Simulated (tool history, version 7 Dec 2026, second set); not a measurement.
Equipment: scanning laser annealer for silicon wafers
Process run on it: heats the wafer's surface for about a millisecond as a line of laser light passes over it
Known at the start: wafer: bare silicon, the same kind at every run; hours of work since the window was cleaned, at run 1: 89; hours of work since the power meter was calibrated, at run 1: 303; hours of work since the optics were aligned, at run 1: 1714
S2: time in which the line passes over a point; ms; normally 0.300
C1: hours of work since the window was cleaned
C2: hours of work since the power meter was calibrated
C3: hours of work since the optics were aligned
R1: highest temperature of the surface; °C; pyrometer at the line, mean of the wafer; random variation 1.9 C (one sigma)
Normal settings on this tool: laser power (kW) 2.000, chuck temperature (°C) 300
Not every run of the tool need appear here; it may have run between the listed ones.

{"run": 1, "hour": 0.0, "laser power (kW)": 2.0, "S2": 0.3, "chuck temperature (°C)": 300, "C1": 89, "C2": 303, "C3": 1714, "R1": 1062}
{"run": 2, "hour": 37.8, "laser power (kW)": 2.0, "S2": 0.3, "chuck temperature (°C)": 300, "C1": 115, "C2": 329, "C3": 1739, "R1": 1064}
{"run": 3, "hour": 78.6, "laser power (kW)": 2.0, "S2": 0.3, "chuck temperature (°C)": 300, "C1": 142, "C2": 356, "C3": 1766, "R1": 1060}
{"run": 4, "hour": 108.9, "laser power (kW)": 2.0, "S2": 0.3, "chuck temperature (°C)": 300, "C1": 162, "C2": 376, "C3": 1787, "R1": 1058}
{"run": 5, "hour": 140.5, "laser power (kW)": 2.0, "S2": 0.3, "chuck temperature (°C)": 292, "C1": 184, "C2": 397, "C3": 1808, "R1": 1050}
{"run": 6, "hour": 175.3, "laser power (kW)": 2.0, "S2": 0.3, "chuck temperature (°C)": 300, "C1": 207, "C2": 421, "C3": 1831, "R1": 1053}
{"run": 7, "hour": 210.5, "laser power (kW)": 2.0, "S2": 0.3, "chuck temperature (°C)": 300, "C1": 230, "C2": 444, "C3": 1855, "R1": 1053}
{"run": 8, "hour": 233.8, "laser power (kW)": 2.0, "S2": 0.3, "chuck temperature (°C)": 300, "C1": 246, "C2": 460, "C3": 1870, "R1": 1051}
{"run": 9, "hour": 273.6, "laser power (kW)": 2.0, "S2": 0.3, "chuck temperature (°C)": 300, "C1": 273, "C2": 486, "C3": 1897, "R1": 1050}
{"hour": 284.4, "done": "optics aligned, line set to its width"}
{"run": 10, "hour": 301.1, "laser power (kW)": 2.0, "S2": 0.3, "chuck temperature (°C)": 300, "C1": 288, "C2": 501, "C3": 11, "R1": 1053}
{"run": 11, "hour": 335.2, "laser power (kW)": 2.0, "S2": 0.3, "chuck temperature (°C)": 300, "C1": 311, "C2": 524, "C3": 34, "R1": 1053}
{"run": 12, "hour": 369.4, "laser power (kW)": 2.0, "S2": 0.3, "chuck temperature (°C)": 300, "C1": 333, "C2": 547, "C3": 57, "R1": 1053}
{"run": 13, "hour": 401.7, "laser power (kW)": 2.0, "S2": 0.3, "chuck temperature (°C)": 300, "C1": 355, "C2": 569, "C3": 78, "R1": 1049}
{"run": 14, "hour": 441.1, "laser power (kW)": 2.0, "S2": 0.299, "chuck temperature (°C)": 300, "C1": 381, "C2": 595, "C3": 105, "R1": 1047}
{"hour": 447.8, "done": "laser's power meter calibrated"}
{"run": 15, "hour": 477.5, "laser power (kW)": 2.0, "S2": 0.299, "chuck temperature (°C)": 300, "C1": 404, "C2": 20, "C3": 127, "R1": 1047}
{"hour": 493.0, "done": "window over the wafer cleaned"}
{"run": 16, "hour": 514.1, "laser power (kW)": 2.0, "S2": 0.356, "chuck temperature (°C)": 300, "C1": 14, "C2": 43, "C3": 150, "R1": 1154}
{"run": 17, "hour": 554.8, "laser power (kW)": 2.0, "S2": 0.356, "chuck temperature (°C)": 300, "C1": 41, "C2": 70, "C3": 178, "R1": 1155}
{"run": 18, "hour": 578.7, "laser power (kW)": 2.0, "S2": 0.276, "chuck temperature (°C)": 281, "C1": 57, "C2": 86, "C3": 194, "R1": 1033}
{"run": 19, "hour": 626.9, "laser power (kW)": 2.0, "S2": 0.276, "chuck temperature (°C)": 281, "C1": 90, "C2": 119, "C3": 226, "R1": 1027}
{"run": 20, "hour": 678.4, "laser power (kW)": 2.0, "S2": 0.329, "chuck temperature (°C)": 274, "C1": 124, "C2": 153, "C3": 260, "R1": 1086}
{"run": 21, "hour": 701.0, "laser power (kW)": 2.0, "S2": 0.329, "chuck temperature (°C)": 274, "C1": 139, "C2": 168, "C3": 275, "R1": 1082}
{"hour": 728.3, "done": "laser's power meter calibrated, once more"}
{"run": 22, "hour": 740.9, "laser power (kW)": 2.037, "S2": 0.263, "chuck temperature (°C)": 328, "C1": 164, "C2": 8, "C3": 300, "R1": 1054}
{"run": 23, "hour": 776.0, "laser power (kW)": 2.107, "S2": 0.228, "chuck temperature (°C)": 272, "C1": 187, "C2": 32, "C3": 324, "R1": 970}
{"run": 24, "hour": 801.3, "laser power (kW)": 2.107, "S2": 0.228, "chuck temperature (°C)": 272, "C1": 204, "C2": 49, "C3": 341, "R1": 969}
{"run": 25, "hour": 845.3, "laser power (kW)": 2.0, "S2": 0.262, "chuck temperature (°C)": 300, "C1": 234, "C2": 78, "C3": 370, "R1": 1008}
{"run": 26, "hour": 885.7, "laser power (kW)": 2.0, "S2": 0.262, "chuck temperature (°C)": 300, "C1": 261, "C2": 105, "C3": 397, "R1": 1007}
{"run": 27, "hour": 927.4, "laser power (kW)": 2.0, "S2": 0.262, "chuck temperature (°C)": 300, "C1": 289, "C2": 133, "C3": 425, "R1": 1006}
{"run": 28, "hour": 973.1, "laser power (kW)": 2.0, "S2": 0.262, "chuck temperature (°C)": 300, "C1": 319, "C2": 164, "C3": 456, "R1": 1003}
{"run": 29, "hour": 1019.7, "laser power (kW)": 1.925, "S2": 0.3, "chuck temperature (°C)": 298, "C1": 351, "C2": 195, "C3": 487, "R1": 1017}
{"run": 30, "hour": 1061.1, "laser power (kW)": 2.064, "S2": 0.281, "chuck temperature (°C)": 289, "C1": 378, "C2": 223, "C3": 515, "R1": 1029}
{"run": 31, "hour": 1090.4, "laser power (kW)": 2.064, "S2": 0.281, "chuck temperature (°C)": 289, "C1": 398, "C2": 242, "C3": 534, "R1": 1029}
{"hour": 1115.4, "done": "window over the wafer cleaned"}
{"run": 32, "hour": 1145.0, "laser power (kW)": 1.864, "S2": 0.3, "chuck temperature (°C)": 326, "C1": 20, "C2": 278, "C3": 569, "R1": 1058}
{"run": 33, "hour": 1179.9, "laser power (kW)": 1.801, "S2": 0.338, "chuck temperature (°C)": 317, "C1": 43, "C2": 301, "C3": 593, "R1": 1063}

Across each entry between runs, compare the hidden state at the last listed run before it with the hidden state at the first listed run after it:
Logged between run 9 and run 10: optics aligned, line set to its width (hour 284.4)
  light that passes the window, % of a clean one's: 95.91 -> 95.71; laser's true power over the reading, %: 0.49 -> 0.5; width of the line over the set one, %: 3.03 -> 0.12
  measured minus no-state result, R1: -35 -> -28 °C
Logged between run 14 and run 15: laser's power meter calibrated (hour 447.8)
  light that passes the window, % of a clean one's: 94.51 -> 94.21; laser's true power over the reading, %: 0.62 -> 0.88; width of the line over the set one, %: 0.29 -> 0.32
  measured minus no-state result, R1: -36 -> -36 °C
Logged between run 15 and run 16: window over the wafer cleaned (hour 493.0)
  light that passes the window, % of a clean one's: 94.21 -> 99.7; laser's true power over the reading, %: 0.88 -> 0.91; width of the line over the set one, %: 0.32 -> 0.36
  measured minus no-state result, R1: -36 -> +4 °C
Logged between run 21 and run 22: laser's power meter calibrated, once more (hour 728.3)
  light that passes the window, % of a clean one's: 98.05 -> 97.74; laser's true power over the reading, %: 1.05 -> -0.27; width of the line over the set one, %: 0.58 -> 0.62
  measured minus no-state result, R1: -9 -> -19 °C
Logged between run 31 and run 32: window over the wafer cleaned (hour 1115.4)
  light that passes the window, % of a clean one's: 94.66 -> 99.76; laser's true power over the reading, %: 0 -> 0.04; width of the line over the set one, %: 1.03 -> 1.09
  measured minus no-state result, R1: -41 -> -5 °C

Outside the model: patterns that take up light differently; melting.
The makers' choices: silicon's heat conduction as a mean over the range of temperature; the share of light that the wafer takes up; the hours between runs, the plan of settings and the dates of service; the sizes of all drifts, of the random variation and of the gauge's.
